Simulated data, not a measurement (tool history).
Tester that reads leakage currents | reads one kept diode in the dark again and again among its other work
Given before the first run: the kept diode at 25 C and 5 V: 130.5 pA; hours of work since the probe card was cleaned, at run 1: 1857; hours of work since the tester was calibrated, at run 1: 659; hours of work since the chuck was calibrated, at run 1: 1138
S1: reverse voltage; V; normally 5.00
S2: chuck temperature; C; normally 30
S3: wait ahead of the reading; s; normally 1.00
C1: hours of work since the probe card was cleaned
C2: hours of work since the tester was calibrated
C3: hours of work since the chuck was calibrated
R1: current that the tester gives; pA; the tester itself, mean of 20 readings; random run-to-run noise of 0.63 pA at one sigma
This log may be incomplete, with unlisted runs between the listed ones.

run      day     S1  S2    S3    C1    C2    C3       R1
  1    0.000   5.00  30  1.00  1857   659  1138   211.50
  2    3.621   5.00  30  0.38  1918   720  1199   212.27
  3    5.779   5.00  30  0.38  1954   756  1235   212.35
       7.021  -- chuck's temperature calibrated
  4    8.929   5.00  30  0.38  2005   808    32   212.68
  5   11.875   8.82  30  0.38  2055   857    81   273.74
  6   16.142   8.82  30  0.38  2126   929   153   272.82
      18.583  -- probe card cleaned and baked
  7   19.467   5.00  30  1.00    15   982   207   210.51
  8   23.012   5.00  30  5.68    74  1042   266   210.37
  9   25.296   5.00  30  5.68   113  1080   304   209.60
 10   28.938   5.00  30  5.68   174  1141   366   208.93
 11   34.050   5.00  30  3.66   260  1227   451   209.96
 12   37.283   5.00  30  1.00   314  1281   506   210.96
 13   42.075   5.00  30  1.00   394  1362   586   211.29
 14   46.638   5.00  30  1.00   471  1438   662   210.66
 15   51.108   5.00  30  7.40   546  1513   737   210.17
 16   54.717   5.00  30  7.40   606  1574   798   211.23
 17   57.154   8.47  29  3.36   647  1615   839   242.80
 18   60.517   7.84  44  1.88   703  1671   895   893.98
 19   64.971   7.84  44  1.88   778  1746   970   888.67
 20   67.221   7.84  44  1.88   816  1784  1008   893.39
 21   70.600  10.27  24  1.00   873  1840  1064   164.57
 22   74.562  10.27  24  1.00   939  1907  1131   165.10
 23   79.367  10.27  24  1.00  1020  1987  1212   164.76
      81.983  -- chuck's temperature calibrated
 24   83.825  10.27  24  1.00  1093  2061    31   165.01
 25   88.854   1.73  34  5.26  1177  2145   115   189.60
 26   91.262   4.88  28  1.49  1218  2185   156   172.46
 27   94.575   5.00  30  0.31  1273  2241   211   212.94
 28   96.846   6.57  48  9.27  1311  2279   249  1160.88
 29   99.650   1.57  30  1.00  1359  2326   296   126.05
 30  102.450   2.54  52  0.55  1405  2373   343  1054.16
 31  105.512   1.45  41  0.83  1457  2425   395   327.84

Alternative continuations, all from the tool just after run 31; predict every row:
  A  110.033  19.22  35  4.31  1533  2500  471   ?
  B  110.033   5.00  32  1.00  1533  2500  471   ?
  C  110.033  12.22  30  6.40  1533  2500  471   ?
  D  110.033   2.44  47  2.56  1533  2500  471   ?

run      R1
  A  601.71
  B  254.31
  C  311.03
  D  688.09
With no hidden state in the tool, these same runs would have given:
run      R1
  A  601.31
  B  254.16
  C  310.80
  D  687.81
